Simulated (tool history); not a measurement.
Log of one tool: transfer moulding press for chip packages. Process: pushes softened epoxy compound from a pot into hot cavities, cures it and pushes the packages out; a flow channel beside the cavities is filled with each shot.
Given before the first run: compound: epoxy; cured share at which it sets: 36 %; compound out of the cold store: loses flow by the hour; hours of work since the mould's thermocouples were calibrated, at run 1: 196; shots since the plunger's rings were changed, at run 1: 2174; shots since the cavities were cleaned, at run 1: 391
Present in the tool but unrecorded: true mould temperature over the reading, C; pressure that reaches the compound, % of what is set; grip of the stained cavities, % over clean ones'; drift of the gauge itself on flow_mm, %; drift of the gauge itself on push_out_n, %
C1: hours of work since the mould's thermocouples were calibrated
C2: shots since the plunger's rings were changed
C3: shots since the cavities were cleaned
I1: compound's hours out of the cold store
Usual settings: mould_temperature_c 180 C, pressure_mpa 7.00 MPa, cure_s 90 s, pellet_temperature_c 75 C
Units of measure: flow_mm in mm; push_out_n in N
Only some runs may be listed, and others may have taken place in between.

run 1 day=0.000 | mould_temperature_c=180 pressure_mpa=7.00 cure_s=90 pellet_temperature_c=75 | C1=196 C2=2174 C3=391 | I1=25.5 | flow_mm=737 push_out_n=526
run 2 day=0.812 | mould_temperature_c=180 pressure_mpa=7.00 cure_s=90 pellet_temperature_c=75 | C1=210 C2=2440 C3=657 | I1=37.5 | flow_mm=698 push_out_n=547
-- day=1.296 cavities cleaned with cleaning compound and waxed
run 3 day=2.088 | mould_temperature_c=180 pressure_mpa=7.00 cure_s=90 pellet_temperature_c=75 | C1=232 C2=2835 C3=259 | I1=12.7 | flow_mm=775 push_out_n=470
-- day=2.979 plunger's sealing rings changed
run 4 day=2.979 | mould_temperature_c=180 pressure_mpa=7.00 cure_s=90 pellet_temperature_c=75 | C1=246 C2=0 C3=516 | I1=38.7 | flow_mm=718 push_out_n=533
-- day=3.896 cavities cleaned with cleaning compound and waxed
run 5 day=4.375 | mould_temperature_c=180 pressure_mpa=5.40 cure_s=90 pellet_temperature_c=75 | C1=270 C2=435 C3=156 | I1=17.5 | flow_mm=691 push_out_n=428
run 6 day=5.250 | mould_temperature_c=180 pressure_mpa=5.40 cure_s=90 pellet_temperature_c=75 | C1=285 C2=720 C3=441 | I1=16.7 | flow_mm=690 push_out_n=521
run 7 day=6.112 | mould_temperature_c=180 pressure_mpa=7.00 cure_s=90 pellet_temperature_c=75 | C1=301 C2=1002 C3=723 | I1=13.5 | flow_mm=796 push_out_n=555
-- day=6.471 cavities cleaned with cleaning compound and waxed
run 8 day=6.908 | mould_temperature_c=180 pressure_mpa=7.00 cure_s=90 pellet_temperature_c=75 | C1=314 C2=1240 C3=143 | I1=22.5 | flow_mm=764 push_out_n=414
run 9 day=7.908 | mould_temperature_c=180 pressure_mpa=7.00 cure_s=90 pellet_temperature_c=70 | C1=332 C2=1567 C3=470 | I1=29.5 | flow_mm=731 push_out_n=496
-- day=9.004 cavities cleaned with cleaning compound and waxed
run 10 day=9.004 | mould_temperature_c=173 pressure_mpa=7.00 cure_s=90 pellet_temperature_c=75 | C1=350 C2=1904 C3=0 | I1=43.2 | flow_mm=693 push_out_n=403
run 11 day=9.908 | mould_temperature_c=173 pressure_mpa=7.00 cure_s=90 pellet_temperature_c=75 | C1=367 C2=2199 C3=295 | I1=18.3 | flow_mm=775 push_out_n=685
run 12 day=11.125 | mould_temperature_c=180 pressure_mpa=7.00 cure_s=82 pellet_temperature_c=75 | C1=388 C2=2596 C3=692 | I1=39.4 | flow_mm=692 push_out_n=589
-- day=11.562 cavities cleaned with cleaning compound and waxed
run 13 day=12.354 | mould_temperature_c=180 pressure_mpa=7.00 cure_s=90 pellet_temperature_c=75 | C1=409 C2=2977 C3=259 | I1=25.9 | flow_mm=731 push_out_n=454
-- day=12.854 plunger's sealing rings changed
run 14 day=13.367 | mould_temperature_c=175 pressure_mpa=7.00 cure_s=90 pellet_temperature_c=75 | C1=426 C2=166 C3=554 | I1=28.0 | flow_mm=761 push_out_n=655
-- day=14.238 cavities cleaned with cleaning compound and waxed
run 15 day=14.254 | mould_temperature_c=175 pressure_mpa=7.00 cure_s=122 pellet_temperature_c=83 | C1=440 C2=435 C3=5 | I1=39.9 | flow_mm=719 push_out_n=287
run 16 day=14.888 | mould_temperature_c=175 pressure_mpa=7.00 cure_s=122 pellet_temperature_c=83 | C1=452 C2=642 C3=212 | I1=25.1 | flow_mm=770 push_out_n=406
run 17 day=15.496 | mould_temperature_c=180 pressure_mpa=7.00 cure_s=90 pellet_temperature_c=84 | C1=463 C2=841 C3=411 | I1=40.6 | flow_mm=706 push_out_n=496
run 18 day=16.600 | mould_temperature_c=180 pressure_mpa=6.58 cure_s=130 pellet_temperature_c=73 | C1=482 C2=1201 C3=771 | I1=14.5 | flow_mm=770 push_out_n=489
-- day=16.750 cavities cleaned with cleaning compound and waxed
run 19 day=17.529 | mould_temperature_c=186 pressure_mpa=6.58 cure_s=124 pellet_temperature_c=73 | C1=498 C2=1483 C3=254 | I1=21.1 | flow_mm=732 push_out_n=405
run 20 day=18.425 | mould_temperature_c=180 pressure_mpa=6.58 cure_s=91 pellet_temperature_c=73 | C1=514 C2=1776 C3=547 | I1=29.5 | flow_mm=706 push_out_n=532
-- day=19.333 cavities cleaned with cleaning compound and waxed
run 21 day=19.346 | mould_temperature_c=175 pressure_mpa=5.25 cure_s=90 pellet_temperature_c=80 | C1=529 C2=2056 C3=4 | I1=10.2 | flow_mm=697 push_out_n=405
run 22 day=20.550 | mould_temperature_c=180 pressure_mpa=7.00 cure_s=90 pellet_temperature_c=71 | C1=551 C2=2449 C3=397 | I1=13.7 | flow_mm=776 push_out_n=505
run 23 day=21.517 | mould_temperature_c=180 pressure_mpa=7.00 cure_s=90 pellet_temperature_c=75 | C1=568 C2=2764 C3=712 | I1=42.4 | flow_mm=675 push_out_n=545
-- day=21.892 cavities cleaned with cleaning compound and waxed
-- day=22.738 plunger's sealing rings changed
run 24 day=22.742 | mould_temperature_c=180 pressure_mpa=7.00 cure_s=90 pellet_temperature_c=75 | C1=587 C2=3 C3=244 | I1=20.5 | flow_mm=783 push_out_n=459
run 25 day=23.758 | mould_temperature_c=177 pressure_mpa=5.21 cure_s=122 pellet_temperature_c=77 | C1=605 C2=334 C3=575 | I1=46.8 | flow_mm=601 push_out_n=491
-- day=24.496 cavities cleaned with cleaning compound and waxed
run 26 day=24.546 | mould_temperature_c=175 pressure_mpa=6.23 cure_s=84 pellet_temperature_c=81 | C1=618 C2=571 C3=16 | I1=40.4 | flow_mm=678 push_out_n=424
run 27 day=25.800 | mould_temperature_c=175 pressure_mpa=6.23 cure_s=84 pellet_temperature_c=81 | C1=641 C2=979 C3=424 | I1=9.5 | flow_mm=777 push_out_n=716

Per-run results on a tool with no hidden state, each run keeping its own random variation:
run=1 flow_mm=762 push_out_n=316
run=2 flow_mm=724 push_out_n=305
run=3 flow_mm=809 push_out_n=317
run=4 flow_mm=720 push_out_n=318
run=5 flow_mm=697 push_out_n=324
run=6 flow_mm=698 push_out_n=321
run=7 flow_mm=809 push_out_n=313
run=8 flow_mm=780 push_out_n=323
run=9 flow_mm=750 push_out_n=299
run=10 flow_mm=714 push_out_n=413
run=11 flow_mm=802 push_out_n=467
run=12 flow_mm=720 push_out_n=338
run=13 flow_mm=765 push_out_n=310
run=14 flow_mm=764 push_out_n=392
run=15 flow_mm=724 push_out_n=282
run=16 flow_mm=778 push_out_n=284
run=17 flow_mm=715 push_out_n=308
run=18 flow_mm=784 push_out_n=272
run=19 flow_mm=749 push_out_n=276
run=20 flow_mm=725 push_out_n=317
run=21 flow_mm=719 push_out_n=407
run=22 flow_mm=805 push_out_n=318
run=23 flow_mm=704 push_out_n=312
run=24 flow_mm=785 push_out_n=319
run=25 flow_mm=605 push_out_n=285
run=26 flow_mm=686 push_out_n=425
run=27 flow_mm=791 push_out_n=467
